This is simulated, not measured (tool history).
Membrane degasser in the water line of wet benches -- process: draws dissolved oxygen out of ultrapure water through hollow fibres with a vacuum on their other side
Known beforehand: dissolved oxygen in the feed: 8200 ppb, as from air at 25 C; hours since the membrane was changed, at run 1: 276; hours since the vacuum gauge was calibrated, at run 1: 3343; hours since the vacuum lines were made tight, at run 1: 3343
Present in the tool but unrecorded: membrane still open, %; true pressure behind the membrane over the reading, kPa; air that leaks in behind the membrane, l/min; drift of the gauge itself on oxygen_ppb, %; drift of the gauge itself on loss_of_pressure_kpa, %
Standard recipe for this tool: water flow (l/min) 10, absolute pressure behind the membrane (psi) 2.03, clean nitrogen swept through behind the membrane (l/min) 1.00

run    hour  water flow (l/min)  absolute pressure behind the membrane (psi)  clean nitrogen swept through behind the membrane (l/min)  hours since the membrane was changed  hours since the vacuum gauge was calibrated  hours since the vacuum lines were made tight  dissolved oxygen in the water behind the degasser (ppb)  pressure that the water loses in the fibres (psi)
  1     0.0                  10                                         2.03                                                      1.00                                   276                                         3343                                          3343                                                    279.9                                              6.482
  2    62.2                  10                                         2.03                                                      1.00                                   338                                         3405                                          3405                                                    279.4                                              6.467
  3   126.5                  10                                         3.13                                                      1.00                                   402                                         3469                                          3469                                                    444.3                                              6.469
  4   184.5                  10                                         3.13                                                      1.00                                   460                                         3527                                          3527                                                    448.5                                              6.477
  5   240.6                  10                                         2.03                                                      1.00                                   516                                         3583                                          3583                                                    285.2                                              6.473
  6   288.8                  15                                         2.03                                                      1.00                                   565                                         3632                                          3632                                                    476.9                                              9.716
  7   335.8                  15                                         2.03                                                      1.00                                   612                                         3679                                          3679                                                    468.0                                              9.660
  8   371.3                  15                                         2.03                                                      1.00                                   647                                         3714                                          3714                                                    475.7                                              9.733
  9   401.9                  15                                         2.03                                                      1.00                                   678                                         3745                                          3745                                                    471.5                                              9.768
 10   456.6                  15                                         2.03                                                      1.00                                   732                                         3799                                          3799                                                    473.7                                              9.731
 11   512.2                  10                                         2.03                                                      1.00                                   788                                         3855                                          3855                                                    287.2                                              6.503
 12   578.2                  10                                         2.03                                                      1.00                                   854                                         3921                                          3921                                                    284.7                                              6.467
 13   640.6                  10                                         2.03                                                      1.00                                   916                                         3983                                          3983                                                    283.6                                              6.509
 14   686.9                  10                                         2.03                                                      0.45                                   963                                         4030                                          4030                                                    527.3                                              6.496
 15   749.0                  10                                         2.05                                                      1.00                                  1025                                         4092                                          4092                                                    283.6                                              6.480
 16   783.3                  10                                         2.03                                                      1.00                                  1059                                         4126                                          4126                                                    283.8                                              6.548
 17   831.6                   7                                         2.03                                                      1.00                                  1107                                         4174                                          4174                                                    188.6                                              4.563
 18   880.1                  11                                         2.03                                                      1.23                                  1156                                         4223                                          4223                                                    271.7                                              7.174
 19   927.5                  11                                         2.03                                                      1.23                                  1203                                         4270                                          4270                                                    279.0                                              7.214
 20   969.3                   9                                         4.42                                                      0.61                                  1245                                         4312                                          4312                                                    872.6                                              5.952
 21  1000.3                   9                                         4.42                                                      0.61                                  1276                                         4343                                          4343                                                    860.4                                              5.862
     1041.2  -- vacuum gauge calibrated
 22  1047.0                   9                                         4.42                                                      2.90                                  1322                                            6                                          4389                                                    231.4                                              5.936
     1077.2  -- seals of the vacuum lines changed
 23  1109.4                   9                                         4.42                                                      2.90                                  1383                                           66                                            32                                                    228.3                                              5.906
 24  1152.1                   6                                         2.76                                                      2.95                                  1425                                          109                                            75                                                     84.9                                              3.939
 25  1180.0                   6                                         3.39                                                      0.46                                  1453                                          137                                           103                                                    577.9                                              3.946
 26  1237.0                   8                                         4.47                                                      1.60                                  1510                                          194                                           160                                                    341.8                                              5.298
 27  1297.9                  16                                         2.03                                                      0.55                                  1571                                          255                                           221                                                    752.2                                             10.596
 28  1359.4                   9                                         1.54                                                      1.44                                  1633                                          316                                           282                                                    135.0                                              5.936
     1390.0  -- gauge calibrated
 29  1396.7                   9                                         1.54                                                      1.44                                  1670                                          353                                           320                                                    136.0                                              5.802
 30  1426.5                  15                                         3.26                                                      1.44                                  1700                                          383                                           349                                                    556.6                                              9.767
 31  1490.3                  15                                         2.41                                                      1.00                                  1763                                          447                                           413                                                    551.1                                              9.680
 32  1539.5                   9                                         2.29                                                      0.53                                  1813                                          496                                           462                                                    492.3                                              5.813

Subtracting, for every run, the result it would have given without the tool's unlogged condition from the measured result gives the following. The same run-to-run variation enters both numbers; the gauge's scatter may not:
run  pressure that the water loses in the fibres (psi)
  1                                             +0.000
  2                                             +0.007
  3                                             +0.015
  4                                             +0.022
  5                                             +0.026
  6                                             +0.048
  7                                             +0.055
  8                                             +0.064
  9                                             +0.067
 10                                             +0.077
 11                                             +0.057
 12                                             +0.064
 13                                             +0.071
 14                                             +0.075
 15                                             +0.083
 16                                             +0.087
 17                                             +0.065
 18                                             +0.107
 19                                             +0.113
 20                                             +0.097
 21                                             +0.100
 22                                             +0.106
 23                                             +0.110
 24                                             +0.077
 25                                             +0.078
 26                                             +0.110
 27                                             +0.232
 28                                             +0.135
 29                                             +0.004
 30                                             +0.012
 31                                             +0.020
 32                                             +0.017
dissolved oxygen in the water behind the degasser (ppb): differs from the measured result by no more than 2.2 in any run.

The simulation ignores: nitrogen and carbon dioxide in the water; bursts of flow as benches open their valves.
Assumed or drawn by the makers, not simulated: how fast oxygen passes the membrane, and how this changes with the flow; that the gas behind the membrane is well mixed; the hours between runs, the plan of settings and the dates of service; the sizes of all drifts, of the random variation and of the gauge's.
